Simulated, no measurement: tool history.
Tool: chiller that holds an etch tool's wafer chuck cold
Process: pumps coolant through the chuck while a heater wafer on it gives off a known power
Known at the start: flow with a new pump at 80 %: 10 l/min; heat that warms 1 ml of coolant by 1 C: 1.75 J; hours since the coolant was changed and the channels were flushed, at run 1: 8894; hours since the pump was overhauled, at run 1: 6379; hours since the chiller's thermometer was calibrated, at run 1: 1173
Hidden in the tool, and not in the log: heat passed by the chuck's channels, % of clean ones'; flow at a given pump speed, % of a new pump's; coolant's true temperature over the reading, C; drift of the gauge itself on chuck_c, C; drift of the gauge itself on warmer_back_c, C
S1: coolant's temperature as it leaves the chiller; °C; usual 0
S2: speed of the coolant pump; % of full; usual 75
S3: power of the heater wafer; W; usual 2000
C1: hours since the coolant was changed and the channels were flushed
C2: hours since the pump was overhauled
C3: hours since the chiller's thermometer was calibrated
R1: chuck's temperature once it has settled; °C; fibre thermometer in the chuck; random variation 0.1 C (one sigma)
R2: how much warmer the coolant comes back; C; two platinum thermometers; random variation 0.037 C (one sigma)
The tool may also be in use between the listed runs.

| run | hour | S1 | S2 | S3 | C1 | C2 | C3 | R1 | R2 |
|---|---|---|---|---|---|---|---|---|---|
| 1 | 0 | 0 | 75 | 2000 | 8894 | 6379 | 1173 | 27.3 | 8.04 |
| 2 | 87 | 0 | 75 | 2897 | 8981 | 6466 | 1260 | 39.8 | 11.64 |
| 3 | 185.5 | 0 | 86 | 2897 | 9079 | 6565 | 1358 | 36.7 | 10.14 |
| 4 | 259.6 | 0 | 86 | 2897 | 9154 | 6639 | 1433 | 36.8 | 10.12 |
| 5 | 351.9 | 0 | 86 | 2897 | 9246 | 6731 | 1525 | 37.1 | 10.19 |
|  | 433 | coolant changed, channels flushed |
| 6 | 469.5 | 0 | 86 | 2897 | 37 | 6843 | 1636 | 30.6 | 10.21 |
| 7 | 635.9 | 0 | 86 | 2897 | 203 | 7009 | 1803 | 30.7 | 10.28 |
| 8 | 759.8 | 0 | 86 | 2897 | 327 | 7133 | 1927 | 31.1 | 10.24 |
| 9 | 860.3 | 0 | 86 | 2897 | 427 | 7233 | 2027 | 31.3 | 10.33 |
| 10 | 963.7 | 0 | 86 | 2897 | 531 | 7337 | 2131 | 31.1 | 10.23 |
| 11 | 1125.1 | 0 | 75 | 2000 | 692 | 7498 | 2292 | 23.5 | 8.17 |
| 12 | 1212 | 0 | 75 | 2000 | 779 | 7585 | 2379 | 23.6 | 8.16 |
| 13 | 1364 | 0 | 88 | 2000 | 931 | 7737 | 2531 | 21.4 | 6.94 |
| 14 | 1451.4 | 0 | 88 | 2000 | 1018 | 7824 | 2618 | 21.6 | 6.97 |
| 15 | 1582.8 | 0 | 75 | 2000 | 1150 | 7956 | 2750 | 23.8 | 8.24 |
| 16 | 1746.3 | 0 | 75 | 1217 | 1313 | 8119 | 2913 | 14.8 | 5 |
| 17 | 1860.8 | 0 | 75 | 1217 | 1428 | 8234 | 3028 | 14.7 | 4.99 |
| 18 | 1965.3 | 7 | 61 | 1111 | 1532 | 8338 | 3132 | 22.3 | 5.75 |
| 19 | 2131 | 2 | 93 | 1160 | 1698 | 8504 | 3298 | 14.4 | 3.87 |
| 20 | 2233.3 | 8 | 75 | 2235 | 1800 | 8606 | 3400 | 35.2 | 9.35 |
| 21 | 2340.2 | 8 | 75 | 2235 | 1907 | 8713 | 3507 | 35.2 | 9.36 |
| 22 | 2473.1 | -6 | 85 | 2685 | 2040 | 8846 | 3640 | 24.3 | 9.84 |
| 23 | 2558.8 | -6 | 85 | 2685 | 2126 | 8932 | 3726 | 24.6 | 9.91 |
| 24 | 2665.9 | -6 | 85 | 2685 | 2233 | 9039 | 3833 | 24.5 | 9.89 |
| 25 | 2751.2 | 0 | 75 | 2000 | 2318 | 9124 | 3918 | 24.7 | 8.39 |
| 26 | 2821.1 | 0 | 75 | 2000 | 2388 | 9194 | 3988 | 24.6 | 8.4 |
| 27 | 2960.2 | 10 | 67 | 2059 | 2527 | 9333 | 4127 | 37.4 | 9.65 |
| 28 | 3092.9 | 10 | 67 | 1778 | 2660 | 9466 | 4260 | 33.9 | 8.35 |
| 29 | 3254.5 | 0 | 61 | 2000 | 2822 | 9628 | 4421 | 28.6 | 10.41 |
| 30 | 3350.1 | 0 | 95 | 1943 | 2917 | 9723 | 4517 | 21.1 | 6.53 |
| 31 | 3496.7 | -3 | 74 | 1219 | 3064 | 9870 | 4664 | 12.4 | 5.25 |

5 ways to go on from here, each from the tool as it stands after run 31. What would each give?
| A | 3594.2 | 10 | 63 | 2133 | 3161 | 9967 | 4761 | ? | ? |
| B | 3594.2 | -2 | 73 | 2432 | 3161 | 9967 | 4761 | ? | ? |
| C | 3594.2 | 0 | 74 | 2428 | 3161 | 9967 | 4761 | ? | ? |
| D | 3594.2 | 0 | 98 | 2971 | 3161 | 9967 | 4761 | ? | ? |
| E | 3594.2 | 9 | 75 | 2000 | 3161 | 9967 | 4761 | ? | ? |

| run | R1 | R2 |
|---|---|---|
| A | 40 | 10.87 |
| B | 29.5 | 10.72 |
| C | 30.9 | 10.41 |
| D | 32 | 9.65 |
| E | 34.4 | 8.58 |
Without the tool's hidden state the same runs would have given:
| run | R1 | R2 |
|---|---|---|
| A | 35.5 | 9.36 |
| B | 24.8 | 9.24 |
| C | 26.3 | 8.97 |
| D | 27.2 | 8.32 |
| E | 30.5 | 7.4 |

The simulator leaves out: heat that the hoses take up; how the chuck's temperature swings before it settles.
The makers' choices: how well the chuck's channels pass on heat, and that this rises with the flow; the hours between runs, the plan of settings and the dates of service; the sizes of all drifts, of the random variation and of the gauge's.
